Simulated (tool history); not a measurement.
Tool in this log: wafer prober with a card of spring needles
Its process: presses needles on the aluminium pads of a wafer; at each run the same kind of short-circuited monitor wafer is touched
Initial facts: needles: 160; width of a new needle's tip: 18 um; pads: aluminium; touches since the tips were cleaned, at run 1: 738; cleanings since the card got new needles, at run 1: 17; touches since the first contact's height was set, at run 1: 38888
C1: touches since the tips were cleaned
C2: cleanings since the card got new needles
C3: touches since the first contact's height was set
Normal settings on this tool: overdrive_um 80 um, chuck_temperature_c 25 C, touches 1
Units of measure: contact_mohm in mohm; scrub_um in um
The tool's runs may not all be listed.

{"run": 1, "hour": 0.0, "overdrive_um": 80, "chuck_temperature_c": 25, "touches": 1, "C1": 738, "C2": 17, "C3": 38888, "contact_mohm": 229, "scrub_um": 12.57}
{"hour": 13.4, "done": "tips cleaned on abrasive film"}
{"run": 2, "hour": 14.2, "overdrive_um": 80, "chuck_temperature_c": 25, "touches": 1, "C1": 453, "C2": 18, "C3": 46355, "contact_mohm": 224, "scrub_um": 12.57}
{"run": 3, "hour": 23.9, "overdrive_um": 80, "chuck_temperature_c": 25, "touches": 1, "C1": 5571, "C2": 18, "C3": 51473, "contact_mohm": 288, "scrub_um": 12.59}
{"hour": 29.3, "done": "tips cleaned on abrasive film"}
{"run": 4, "hour": 38.7, "overdrive_um": 76, "chuck_temperature_c": 25, "touches": 1, "C1": 4981, "C2": 19, "C3": 59245, "contact_mohm": 298, "scrub_um": 11.94}
{"hour": 43.9, "done": "tips cleaned on abrasive film"}
{"run": 5, "hour": 53.0, "overdrive_um": 86, "chuck_temperature_c": 25, "touches": 1, "C1": 4776, "C2": 20, "C3": 66747, "contact_mohm": 272, "scrub_um": 13.51}
{"hour": 58.6, "done": "tips cleaned on abrasive film"}
{"run": 6, "hour": 61.5, "overdrive_um": 86, "chuck_temperature_c": 25, "touches": 1, "C1": 1547, "C2": 21, "C3": 71200, "contact_mohm": 246, "scrub_um": 13.5}
{"hour": 73.6, "done": "tips cleaned on abrasive film"}
{"run": 7, "hour": 74.5, "overdrive_um": 86, "chuck_temperature_c": 25, "touches": 1, "C1": 519, "C2": 22, "C3": 78056, "contact_mohm": 224, "scrub_um": 13.45}
{"hour": 88.2, "done": "tips cleaned on abrasive film"}
{"run": 8, "hour": 89.0, "overdrive_um": 86, "chuck_temperature_c": 25, "touches": 1, "C1": 404, "C2": 23, "C3": 85635, "contact_mohm": 218, "scrub_um": 13.47}
{"run": 9, "hour": 96.3, "overdrive_um": 95, "chuck_temperature_c": 25, "touches": 1, "C1": 4262, "C2": 23, "C3": 89493, "contact_mohm": 256, "scrub_um": 14.86}
{"hour": 103.6, "done": "tips cleaned on abrasive film"}
{"run": 10, "hour": 113.4, "overdrive_um": 80, "chuck_temperature_c": 25, "touches": 1, "C1": 5216, "C2": 24, "C3": 98519, "contact_mohm": 295, "scrub_um": 12.48}
{"hour": 119.3, "done": "tips cleaned on abrasive film"}
{"run": 11, "hour": 120.5, "overdrive_um": 80, "chuck_temperature_c": 25, "touches": 1, "C1": 666, "C2": 25, "C3": 102217, "contact_mohm": 231, "scrub_um": 12.45}
{"hour": 123.3, "done": "height of the first contact set anew"}
{"run": 12, "hour": 132.6, "overdrive_um": 80, "chuck_temperature_c": 25, "touches": 1, "C1": 6913, "C2": 25, "C3": 4929, "contact_mohm": 292, "scrub_um": 12.67}
{"hour": 135.0, "done": "tips cleaned on abrasive film"}
{"run": 13, "hour": 145.8, "overdrive_um": 80, "chuck_temperature_c": 25, "touches": 1, "C1": 5713, "C2": 26, "C3": 11848, "contact_mohm": 288, "scrub_um": 12.67}
{"hour": 150.8, "done": "tips cleaned on abrasive film"}
{"run": 14, "hour": 158.9, "overdrive_um": 77, "chuck_temperature_c": 25, "touches": 1, "C1": 4283, "C2": 27, "C3": 18710, "contact_mohm": 295, "scrub_um": 12.19}
{"hour": 165.3, "done": "tips cleaned on abrasive film"}
{"run": 15, "hour": 175.3, "overdrive_um": 80, "chuck_temperature_c": 25, "touches": 1, "C1": 5318, "C2": 28, "C3": 27376, "contact_mohm": 291, "scrub_um": 12.62}
{"hour": 180.9, "done": "tips cleaned on abrasive film"}
{"run": 16, "hour": 185.7, "overdrive_um": 80, "chuck_temperature_c": 25, "touches": 2, "C1": 2531, "C2": 29, "C3": 32777, "contact_mohm": 248, "scrub_um": 12.6}
{"hour": 195.7, "done": "tips cleaned on abrasive film"}
{"run": 17, "hour": 199.7, "overdrive_um": 80, "chuck_temperature_c": 25, "touches": 2, "C1": 2126, "C2": 30, "C3": 40152, "contact_mohm": 242, "scrub_um": 12.61}
{"hour": 210.4, "done": "tips cleaned on abrasive film"}
{"run": 18, "hour": 214.9, "overdrive_um": 96, "chuck_temperature_c": 25, "touches": 2, "C1": 2344, "C2": 31, "C3": 48125, "contact_mohm": 224, "scrub_um": 15.11}
{"hour": 225.0, "done": "tips cleaned on abrasive film"}
{"run": 19, "hour": 226.6, "overdrive_um": 96, "chuck_temperature_c": 25, "touches": 2, "C1": 875, "C2": 32, "C3": 54303, "contact_mohm": 211, "scrub_um": 15.1}
{"hour": 239.8, "done": "tips cleaned on abrasive film"}
{"run": 20, "hour": 242.0, "overdrive_um": 89, "chuck_temperature_c": 29, "touches": 2, "C1": 1176, "C2": 33, "C3": 62386, "contact_mohm": 221, "scrub_um": 13.99}
{"hour": 255.2, "done": "tips cleaned on abrasive film"}
{"run": 21, "hour": 255.2, "overdrive_um": 89, "chuck_temperature_c": 29, "touches": 2, "C1": 0, "C2": 34, "C3": 69296, "contact_mohm": 195, "scrub_um": 13.99}
{"hour": 270.6, "done": "tips cleaned on abrasive film"}
{"run": 22, "hour": 271.0, "overdrive_um": 96, "chuck_temperature_c": 123, "touches": 3, "C1": 189, "C2": 35, "C3": 77592, "contact_mohm": 215, "scrub_um": 15.07}
{"run": 23, "hour": 281.5, "overdrive_um": 96, "chuck_temperature_c": 123, "touches": 3, "C1": 5781, "C2": 35, "C3": 83184, "contact_mohm": 234, "scrub_um": 15.05}
{"hour": 285.3, "done": "tips cleaned on abrasive film"}
{"run": 24, "hour": 291.0, "overdrive_um": 82, "chuck_temperature_c": 106, "touches": 1, "C1": 3015, "C2": 36, "C3": 88117, "contact_mohm": 292, "scrub_um": 12.83}
{"hour": 300.0, "done": "tips cleaned on abrasive film"}
{"run": 25, "hour": 306.1, "overdrive_um": 80, "chuck_temperature_c": 29, "touches": 2, "C1": 3249, "C2": 37, "C3": 96083, "contact_mohm": 246, "scrub_um": 12.5}
{"hour": 314.8, "done": "tips cleaned on abrasive film"}
{"run": 26, "hour": 319.6, "overdrive_um": 91, "chuck_temperature_c": 56, "touches": 2, "C1": 2547, "C2": 38, "C3": 103163, "contact_mohm": 235, "scrub_um": 14.21}
{"hour": 320.8, "done": "height of the first contact set anew"}
{"hour": 330.2, "done": "tips cleaned on abrasive film"}
{"run": 27, "hour": 333.6, "overdrive_um": 67, "chuck_temperature_c": 62, "touches": 1, "C1": 1798, "C2": 39, "C3": 6739, "contact_mohm": 294, "scrub_um": 10.61}
{"run": 28, "hour": 341.8, "overdrive_um": 67, "chuck_temperature_c": 62, "touches": 1, "C1": 6125, "C2": 39, "C3": 11066, "contact_mohm": 344, "scrub_um": 10.6}
{"hour": 345.3, "done": "tips cleaned on abrasive film"}
{"run": 29, "hour": 354.6, "overdrive_um": 66, "chuck_temperature_c": 101, "touches": 2, "C1": 4949, "C2": 40, "C3": 17812, "contact_mohm": 297, "scrub_um": 10.44}
{"hour": 360.2, "done": "tips cleaned on abrasive film"}
{"run": 30, "hour": 361.8, "overdrive_um": 95, "chuck_temperature_c": 57, "touches": 2, "C1": 861, "C2": 41, "C3": 21555, "contact_mohm": 219, "scrub_um": 15.02}
{"run": 31, "hour": 374.6, "overdrive_um": 85, "chuck_temperature_c": 66, "touches": 2, "C1": 7619, "C2": 41, "C3": 28313, "contact_mohm": 258, "scrub_um": 13.44}
{"hour": 376.3, "done": "tips cleaned on abrasive film"}
{"run": 32, "hour": 384.5, "overdrive_um": 85, "chuck_temperature_c": 66, "touches": 1, "C1": 4353, "C2": 42, "C3": 33515, "contact_mohm": 282, "scrub_um": 13.43}
{"hour": 390.9, "done": "tips cleaned on abrasive film"}
{"run": 33, "hour": 398.9, "overdrive_um": 99, "chuck_temperature_c": 30, "touches": 2, "C1": 4190, "C2": 43, "C3": 41050, "contact_mohm": 230, "scrub_um": 15.63}

Entry by entry between the runs, the difference in hidden state between the last listed run before and the first listed run after:
After run 1, before run 2: tips cleaned on abrasive film (hour 13.4)
  debris on the tips, nm: 30 -> 23.9; way that the needles fall short of the set height, um: 0.58 -> 0.67; tips' diameter, um: 18.68 -> 18.71
  difference, measured minus the result without the unlogged condition, contact_mohm: +40 -> +32 mohm; scrub_um: -0.09 -> -0.11 um
After run 3, before run 4: tips cleaned on abrasive film (hour 29.3)
  debris on the tips, nm: 72.8 -> 72.1; way that the needles fall short of the set height, um: 0.67 -> 0.75; tips' diameter, um: 18.71 -> 18.74
  difference, measured minus the result without the unlogged condition, contact_mohm: +97 -> +106 mohm; scrub_um: -0.1 -> -0.12 um
After run 4, before run 5: tips cleaned on abrasive film (hour 43.9)
  debris on the tips, nm: 72.1 -> 71.3; way that the needles fall short of the set height, um: 0.75 -> 0.84; tips' diameter, um: 18.74 -> 18.77
  difference, measured minus the result without the unlogged condition, contact_mohm: +106 -> +84 mohm; scrub_um: -0.12 -> -0.13 um
After run 5, before run 6: tips cleaned on abrasive film (hour 58.6)
  debris on the tips, nm: 71.3 -> 47.9; way that the needles fall short of the set height, um: 0.84 -> 0.97; tips' diameter, um: 18.77 -> 18.81
  difference, measured minus the result without the unlogged condition, contact_mohm: +84 -> +57 mohm; scrub_um: -0.13 -> -0.15 um
After run 6, before run 7: tips cleaned on abrasive film (hour 73.6)
  debris on the tips, nm: 47.9 -> 26.4; way that the needles fall short of the set height, um: 0.97 -> 1.1; tips' diameter, um: 18.81 -> 18.86
  difference, measured minus the result without the unlogged condition, contact_mohm: +57 -> +33 mohm; scrub_um: -0.15 -> -0.17 um
After run 7, before run 8: tips cleaned on abrasive film (hour 88.2)
  debris on the tips, nm: 26.4 -> 20.1; way that the needles fall short of the set height, um: 1.1 -> 1.22; tips' diameter, um: 18.86 -> 18.9
  difference, measured minus the result without the unlogged condition, contact_mohm: +33 -> +25 mohm; scrub_um: -0.17 -> -0.19 um
After run 9, before run 10: tips cleaned on abrasive film (hour 103.6)
  debris on the tips, nm: 70.6 -> 72; way that the needles fall short of the set height, um: 1.22 -> 1.33; tips' diameter, um: 18.9 -> 18.94
  difference, measured minus the result without the unlogged condition, contact_mohm: +69 -> +101 mohm; scrub_um: -0.19 -> -0.22 um
After run 10, before run 11: tips cleaned on abrasive film (hour 119.3)
  debris on the tips, nm: 72 -> 25.1; way that the needles fall short of the set height, um: 1.33 -> 1.47; tips' diameter, um: 18.94 -> 18.99
  difference, measured minus the result without the unlogged condition, contact_mohm: +101 -> +37 mohm; scrub_um: -0.22 -> -0.24 um
After run 11, before run 12: height of the first contact set anew (hour 123.3)
  debris on the tips, nm: 25.1 -> 74.7; way that the needles fall short of the set height, um: 1.47 -> 0
  difference, measured minus the result without the unlogged condition, contact_mohm: +37 -> +100 mohm; scrub_um: -0.24 -> +0 um
After run 12, before run 13: tips cleaned on abrasive film (hour 135)
  debris on the tips, nm: 74.7 -> 72.3; way that the needles fall short of the set height, um: 0 -> 0.09; tips' diameter, um: 18.99 -> 19.02
  difference, measured minus the result without the unlogged condition, contact_mohm: +100 -> +98 mohm; scrub_um: +0 -> -0.02 um
After run 13, before run 14: tips cleaned on abrasive film (hour 150.8)
  debris on the tips, nm: 72.3 -> 70.9; way that the needles fall short of the set height, um: 0.09 -> 0.23; tips' diameter, um: 19.02 -> 19.07
  difference, measured minus the result without the unlogged condition, contact_mohm: +98 -> +103 mohm; scrub_um: -0.02 -> -0.04 um
After run 14, before run 15: tips cleaned on abrasive film (hour 165.3)
  debris on the tips, nm: 70.9 -> 72.7; way that the needles fall short of the set height, um: 0.23 -> 0.35; tips' diameter, um: 19.07 -> 19.11
  difference, measured minus the result without the unlogged condition, contact_mohm: +103 -> +100 mohm; scrub_um: -0.04 -> -0.06 um
After run 15, before run 16: tips cleaned on abrasive film (hour 180.9)
  debris on the tips, nm: 72.7 -> 61; way that the needles fall short of the set height, um: 0.35 -> 0.43; tips' diameter, um: 19.11 -> 19.14
  difference, measured minus the result without the unlogged condition, contact_mohm: +100 -> +52 mohm; scrub_um: -0.06 -> -0.07 um
After run 16, before run 17: tips cleaned on abrasive film (hour 195.7)
  debris on the tips, nm: 61 -> 58.1; way that the needles fall short of the set height, um: 0.43 -> 0.56; tips' diameter, um: 19.14 -> 19.18
  difference, measured minus the result without the unlogged condition, contact_mohm: +52 -> +49 mohm; scrub_um: -0.07 -> -0.09 um
After run 17, before run 18: tips cleaned on abrasive film (hour 210.4)
  debris on the tips, nm: 58.1 -> 61; way that the needles fall short of the set height, um: 0.56 -> 0.68; tips' diameter, um: 19.18 -> 19.23
  difference, measured minus the result without the unlogged condition, contact_mohm: +49 -> +37 mohm; scrub_um: -0.09 -> -0.11 um
After run 18, before run 19: tips cleaned on abrasive film (hour 225)
  debris on the tips, nm: 61 -> 35.1; way that the needles fall short of the set height, um: 0.68 -> 0.77; tips' diameter, um: 19.23 -> 19.26
  difference, measured minus the result without the unlogged condition, contact_mohm: +37 -> +22 mohm; scrub_um: -0.11 -> -0.12 um
After run 19, before run 20: tips cleaned on abrasive film (hour 239.8)
  debris on the tips, nm: 35.1 -> 45.7; way that the needles fall short of the set height, um: 0.77 -> 0.86; tips' diameter, um: 19.26 -> 19.29
  difference, measured minus the result without the unlogged condition, contact_mohm: +22 -> +32 mohm; scrub_um: -0.12 -> -0.14 um
After run 20, before run 21: tips cleaned on abrasive film (hour 255.2)
  debris on the tips, nm: 45.7 -> 8.1; way that the needles fall short of the set height, um: 0.86 -> 0.97; tips' diameter, um: 19.29 -> 19.33
  difference, measured minus the result without the unlogged condition, contact_mohm: +32 -> +7 mohm; scrub_um: -0.14 -> -0.15 um
After run 21, before run 22: tips cleaned on abrasive film (hour 270.6)
  debris on the tips, nm: 8.1 -> 14.5; way that the needles fall short of the set height, um: 0.97 -> 1.05; tips' diameter, um: 19.33 -> 19.36
  difference, measured minus the result without the unlogged condition, contact_mohm: +7 -> +6 mohm; scrub_um: -0.15 -> -0.17 um
After run 23, before run 24: tips cleaned on abrasive film (hour 285.3)
  debris on the tips, nm: 73.4 -> 66.2; way that the needles fall short of the set height, um: 1.05 -> 1.15; tips' diameter, um: 19.36 -> 19.39
  difference, measured minus the result without the unlogged condition, contact_mohm: +24 -> +81 mohm; scrub_um: -0.17 -> -0.18 um
After run 24, before run 25: tips cleaned on abrasive film (hour 300)
  debris on the tips, nm: 66.2 -> 65.1; way that the needles fall short of the set height, um: 1.15 -> 1.28; tips' diameter, um: 19.39 -> 19.44
  difference, measured minus the result without the unlogged condition, contact_mohm: +81 -> +57 mohm; scrub_um: -0.18 -> -0.2 um
After run 25, before run 26: tips cleaned on abrasive film (hour 314.8)
  debris on the tips, nm: 65.1 -> 59.9; way that the needles fall short of the set height, um: 1.28 -> 1.39; tips' diameter, um: 19.44 -> 19.48
  difference, measured minus the result without the unlogged condition, contact_mohm: +57 -> +40 mohm; scrub_um: -0.2 -> -0.22 um
After run 26, before run 27: height of the first contact set anew (hour 320.8); tips cleaned on abrasive film (hour 330.2)
  debris on the tips, nm: 59.9 -> 49.7; way that the needles fall short of the set height, um: 1.39 -> 0.1; tips' diameter, um: 19.48 -> 19.51
  difference, measured minus the result without the unlogged condition, contact_mohm: +40 -> +92 mohm; scrub_um: -0.22 -> -0.02 um
After run 28, before run 29: tips cleaned on abrasive film (hour 345.3)
  debris on the tips, nm: 73.5 -> 72.7; way that the needles fall short of the set height, um: 0.1 -> 0.22; tips' diameter, um: 19.51 -> 19.55
  difference, measured minus the result without the unlogged condition, contact_mohm: +138 -> +81 mohm; scrub_um: -0.02 -> -0.03 um
After run 29, before run 30: tips cleaned on abrasive film (hour 360.2)
  debris on the tips, nm: 72.7 -> 33.6; way that the needles fall short of the set height, um: 0.22 -> 0.33; tips' diameter, um: 19.55 -> 19.59
  difference, measured minus the result without the unlogged condition, contact_mohm: +81 -> +22 mohm; scrub_um: -0.03 -> -0.05 um
After run 31, before run 32: tips cleaned on abrasive film (hour 376.3)
  debris on the tips, nm: 74.8 -> 70.3; way that the needles fall short of the set height, um: 0.33 -> 0.42; tips' diameter, um: 19.59 -> 19.62
  difference, measured minus the result without the unlogged condition, contact_mohm: +55 -> +84 mohm; scrub_um: -0.05 -> -0.06 um
After run 32, before run 33: tips cleaned on abrasive film (hour 390.9)
  debris on the tips, nm: 70.3 -> 71; way that the needles fall short of the set height, um: 0.42 -> 0.51; tips' diameter, um: 19.62 -> 19.66
  difference, measured minus the result without the unlogged condition, contact_mohm: +84 -> +42 mohm; scrub_um: -0.06 -> -0.08 um
